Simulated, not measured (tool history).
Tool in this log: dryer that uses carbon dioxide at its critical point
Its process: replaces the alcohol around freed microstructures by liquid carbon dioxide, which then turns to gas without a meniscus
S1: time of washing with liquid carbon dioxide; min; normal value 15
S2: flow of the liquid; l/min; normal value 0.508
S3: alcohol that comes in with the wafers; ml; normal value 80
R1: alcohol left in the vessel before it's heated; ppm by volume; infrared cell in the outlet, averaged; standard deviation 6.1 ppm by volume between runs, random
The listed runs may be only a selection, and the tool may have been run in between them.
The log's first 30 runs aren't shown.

run	hour	S1	S2	S3	R1
31	1374.3	15	0.482	80	526
32	1429.1	10	0.508	80	2302
33	1481.8	10	0.611	51	712
34	1518	10	0.508	80	2348
35	1561.4	13	0.826	62	63
36	1602	15	0.367	45	1136
37	1648.6	20	0.367	38	329
38	1678.7	20	0.367	38	323
39	1743.1	21	0.383	45	250
40	1799	20	0.629	80	65
41	1859.7	20	0.629	80	55
42	1912.6	20	0.629	80	64
# hour 1928.4: inlet filter changed
43	1950.6	24	0.839	21	55
44	1986.6	15	0.839	84	60
45	2014.5	13	0.47	101	1019
46	2060.2	13	0.47	101	1066

Consider 5 possible next runs. They are alternatives, not a sequence: every one starts from the tool as it was left by run 46. What does each give?
A	2091.3	13	0.394	117	?
B	2091.3	21	0.47	101	?
C	2091.3	15	0.508	20	?
D	2091.3	15	0.707	80	?
E	2091.3	13	0.366	77	?

run	R1
A	2661
B	113
C	118
D	75
E	2308
Had the tool no hidden state, the same runs would have come out as:
run	R1
A	2446
B	55
C	60
D	22
E	2128
